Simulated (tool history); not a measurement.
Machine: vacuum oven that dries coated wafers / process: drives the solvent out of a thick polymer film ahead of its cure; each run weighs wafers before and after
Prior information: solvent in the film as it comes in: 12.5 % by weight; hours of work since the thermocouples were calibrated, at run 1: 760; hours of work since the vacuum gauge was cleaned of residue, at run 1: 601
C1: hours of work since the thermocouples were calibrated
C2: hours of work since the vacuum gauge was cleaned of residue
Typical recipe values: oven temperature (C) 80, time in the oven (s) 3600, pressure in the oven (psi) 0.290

{"run": 1, "hour": 0.0, "oven temperature (C)": 80, "time in the oven (s)": 3600, "pressure in the oven (psi)": 0.29, "C1": 760, "C2": 601, "solvent left in the film (%)": 1.8}
{"run": 2, "hour": 57.5, "oven temperature (C)": 80, "time in the oven (s)": 3600, "pressure in the oven (psi)": 0.29, "C1": 800, "C2": 641, "solvent left in the film (%)": 1.88}
{"run": 3, "hour": 103.2, "oven temperature (C)": 80, "time in the oven (s)": 3600, "pressure in the oven (psi)": 0.29, "C1": 832, "C2": 673, "solvent left in the film (%)": 1.89}
{"run": 4, "hour": 148.4, "oven temperature (C)": 80, "time in the oven (s)": 3600, "pressure in the oven (psi)": 0.656, "C1": 864, "C2": 705, "solvent left in the film (%)": 2.82}
{"run": 5, "hour": 180.6, "oven temperature (C)": 80, "time in the oven (s)": 3600, "pressure in the oven (psi)": 0.656, "C1": 887, "C2": 728, "solvent left in the film (%)": 2.9}
{"run": 6, "hour": 240.0, "oven temperature (C)": 80, "time in the oven (s)": 3600, "pressure in the oven (psi)": 0.656, "C1": 928, "C2": 769, "solvent left in the film (%)": 2.87}
{"run": 7, "hour": 269.8, "oven temperature (C)": 80, "time in the oven (s)": 3600, "pressure in the oven (psi)": 0.656, "C1": 949, "C2": 790, "solvent left in the film (%)": 2.85}
{"run": 8, "hour": 304.9, "oven temperature (C)": 80, "time in the oven (s)": 3600, "pressure in the oven (psi)": 0.656, "C1": 974, "C2": 814, "solvent left in the film (%)": 2.88}
{"run": 9, "hour": 345.6, "oven temperature (C)": 80, "time in the oven (s)": 3600, "pressure in the oven (psi)": 0.656, "C1": 1002, "C2": 843, "solvent left in the film (%)": 2.93}
{"run": 10, "hour": 378.9, "oven temperature (C)": 80, "time in the oven (s)": 3600, "pressure in the oven (psi)": 0.656, "C1": 1025, "C2": 866, "solvent left in the film (%)": 2.89}
{"run": 11, "hour": 442.0, "oven temperature (C)": 80, "time in the oven (s)": 3600, "pressure in the oven (psi)": 0.656, "C1": 1069, "C2": 910, "solvent left in the film (%)": 2.96}
{"run": 12, "hour": 484.3, "oven temperature (C)": 80, "time in the oven (s)": 3600, "pressure in the oven (psi)": 0.656, "C1": 1099, "C2": 940, "solvent left in the film (%)": 2.92}
{"hour": 490.3, "done": "vacuum gauge cleaned of residue and calibrated"}
{"run": 13, "hour": 535.2, "oven temperature (C)": 80, "time in the oven (s)": 3600, "pressure in the oven (psi)": 0.817, "C1": 1134, "C2": 31, "solvent left in the film (%)": 3.39}
{"run": 14, "hour": 583.4, "oven temperature (C)": 79, "time in the oven (s)": 3600, "pressure in the oven (psi)": 0.29, "C1": 1167, "C2": 65, "solvent left in the film (%)": 2.12}
{"run": 15, "hour": 635.6, "oven temperature (C)": 79, "time in the oven (s)": 3600, "pressure in the oven (psi)": 0.29, "C1": 1204, "C2": 102, "solvent left in the film (%)": 2.11}
{"run": 16, "hour": 674.0, "oven temperature (C)": 80, "time in the oven (s)": 2820, "pressure in the oven (psi)": 0.148, "C1": 1231, "C2": 128, "solvent left in the film (%)": 2.21}
{"run": 17, "hour": 740.5, "oven temperature (C)": 80, "time in the oven (s)": 6180, "pressure in the oven (psi)": 0.152, "C1": 1277, "C2": 175, "solvent left in the film (%)": 0.82}
{"hour": 775.8, "done": "vacuum gauge cleaned of residue and calibrated, once more"}
{"run": 18, "hour": 777.4, "oven temperature (C)": 79, "time in the oven (s)": 2640, "pressure in the oven (psi)": 0.18, "C1": 1302, "C2": 1, "solvent left in the film (%)": 2.38}
{"run": 19, "hour": 830.2, "oven temperature (C)": 80, "time in the oven (s)": 3600, "pressure in the oven (psi)": 0.696, "C1": 1339, "C2": 38, "solvent left in the film (%)": 2.98}
{"run": 20, "hour": 891.8, "oven temperature (C)": 80, "time in the oven (s)": 3420, "pressure in the oven (psi)": 0.29, "C1": 1382, "C2": 81, "solvent left in the film (%)": 2.01}
{"run": 21, "hour": 959.6, "oven temperature (C)": 66, "time in the oven (s)": 3420, "pressure in the oven (psi)": 0.431, "C1": 1429, "C2": 129, "solvent left in the film (%)": 5.33}
{"run": 22, "hour": 1006.2, "oven temperature (C)": 82, "time in the oven (s)": 6000, "pressure in the oven (psi)": 0.716, "C1": 1462, "C2": 161, "solvent left in the film (%)": 2.22}
{"run": 23, "hour": 1079.8, "oven temperature (C)": 82, "time in the oven (s)": 6000, "pressure in the oven (psi)": 0.716, "C1": 1514, "C2": 213, "solvent left in the film (%)": 2.28}
{"run": 24, "hour": 1131.5, "oven temperature (C)": 74, "time in the oven (s)": 3600, "pressure in the oven (psi)": 0.29, "C1": 1550, "C2": 249, "solvent left in the film (%)": 3.0}
{"run": 25, "hour": 1180.3, "oven temperature (C)": 74, "time in the oven (s)": 3600, "pressure in the oven (psi)": 0.29, "C1": 1584, "C2": 283, "solvent left in the film (%)": 2.94}
{"run": 26, "hour": 1219.8, "oven temperature (C)": 81, "time in the oven (s)": 4440, "pressure in the oven (psi)": 0.218, "C1": 1611, "C2": 311, "solvent left in the film (%)": 1.18}
{"run": 27, "hour": 1287.2, "oven temperature (C)": 81, "time in the oven (s)": 4440, "pressure in the oven (psi)": 0.218, "C1": 1659, "C2": 358, "solvent left in the film (%)": 1.25}
{"hour": 1316.3, "done": "oven's thermocouples calibrated"}
{"run": 28, "hour": 1355.7, "oven temperature (C)": 81, "time in the oven (s)": 4440, "pressure in the oven (psi)": 0.218, "C1": 28, "C2": 404, "solvent left in the film (%)": 1.02}
{"run": 29, "hour": 1414.9, "oven temperature (C)": 81, "time in the oven (s)": 4440, "pressure in the oven (psi)": 0.218, "C1": 69, "C2": 446, "solvent left in the film (%)": 1.04}
{"run": 30, "hour": 1464.5, "oven temperature (C)": 81, "time in the oven (s)": 4440, "pressure in the oven (psi)": 0.599, "C1": 104, "C2": 480, "solvent left in the film (%)": 2.1}

Here are 5 independent what-if runs from the current tool condition. What would each one return?
{"run": "A", "hour": 1496.9, "oven temperature (C)": 88, "time in the oven (s)": 4440, "pressure in the oven (psi)": 0.165, "C1": 126, "C2": 503, "solvent left in the film (%)": "?"}
{"run": "B", "hour": 1496.9, "oven temperature (C)": 86, "time in the oven (s)": 4440, "pressure in the oven (psi)": 0.599, "C1": 126, "C2": 503, "solvent left in the film (%)": "?"}
{"run": "C", "hour": 1496.9, "oven temperature (C)": 67, "time in the oven (s)": 2580, "pressure in the oven (psi)": 0.599, "C1": 126, "C2": 503, "solvent left in the film (%)": "?"}
{"run": "D", "hour": 1496.9, "oven temperature (C)": 80, "time in the oven (s)": 3600, "pressure in the oven (psi)": 0.738, "C1": 126, "C2": 503, "solvent left in the film (%)": "?"}
{"run": "E", "hour": 1496.9, "oven temperature (C)": 78, "time in the oven (s)": 4440, "pressure in the oven (psi)": 0.191, "C1": 126, "C2": 503, "solvent left in the film (%)": "?"}

run=A solvent_left_in_the_film_(%)=0.55
run=B solvent_left_in_the_film_(%)=1.55
run=C solvent_left_in_the_film_(%)=6.38
run=D solvent_left_in_the_film_(%)=2.97
run=E solvent_left_in_the_film_(%)=1.26
What these runs would have given with no unlogged condition in the tool:
run=A solvent_left_in_the_film_(%)=0.48
run=B solvent_left_in_the_film_(%)=1.48
run=C solvent_left_in_the_film_(%)=6.28
run=D solvent_left_in_the_film_(%)=2.89
run=E solvent_left_in_the_film_(%)=1.17
